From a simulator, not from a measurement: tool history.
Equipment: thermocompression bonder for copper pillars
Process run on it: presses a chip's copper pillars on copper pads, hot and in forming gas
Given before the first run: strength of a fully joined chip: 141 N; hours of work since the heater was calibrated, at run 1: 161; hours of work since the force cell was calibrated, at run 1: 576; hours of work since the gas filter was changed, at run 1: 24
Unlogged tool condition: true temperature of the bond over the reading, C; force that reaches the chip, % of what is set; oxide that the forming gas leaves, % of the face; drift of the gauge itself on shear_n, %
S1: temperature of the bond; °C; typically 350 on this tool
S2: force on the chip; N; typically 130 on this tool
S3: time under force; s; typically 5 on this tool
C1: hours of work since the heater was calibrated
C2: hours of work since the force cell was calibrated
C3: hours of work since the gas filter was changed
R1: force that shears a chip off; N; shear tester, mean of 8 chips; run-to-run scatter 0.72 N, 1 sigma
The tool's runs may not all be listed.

run   hour   S1   S2  S3   C1   C2   C3     R1
  1    0.0  350  130   5  161  576   24   88.6
  2   26.0  350  130   5  172  587   35   89.0
  3   54.0  350  130   5  183  599   47   87.6
  4   78.1  350  130   5  194  609   57   88.6
      82.4  -- force cell calibrated
  5  113.1  350  130   5  208   13   71   87.1
  6  138.8  350  130   5  218   24   82   86.4
  7  155.8  350  130   5  226   31   89   86.6
  8  182.4  350  130   5  237   42  100   87.1
  9  199.4  339  107   3  244   49  107   56.9
 10  221.0  356  186   3  253   58  116   94.6
     250.4  -- force cell calibrated, once more
 11  258.9  356  186   3  268    4  132   95.3
 12  291.6  376  134   3  282   17  145   92.6
 13  314.8  350  102   5  292   27  155   74.2
 14  348.8  373  183   3  306   41  169  104.0
 15  372.8  370  183  14  316   51  179  129.5

Predict each of these 4 candidate next runs independently; none follows another, all start after run 15:
  A  400.5  370  183   5  328  63  191   ?
  B  400.5  370  145   7  328  63  191   ?
  C  400.5  337  152  12  328  63  191   ?
  D  400.5  361  149  10  328  63  191   ?

run     R1
  A  113.7
  B  110.7
  C  102.5
  D  112.4
Without the tool's hidden state the same runs would have given:
run     R1
  A  121.0
  B  118.0
  C  109.9
  D  119.6
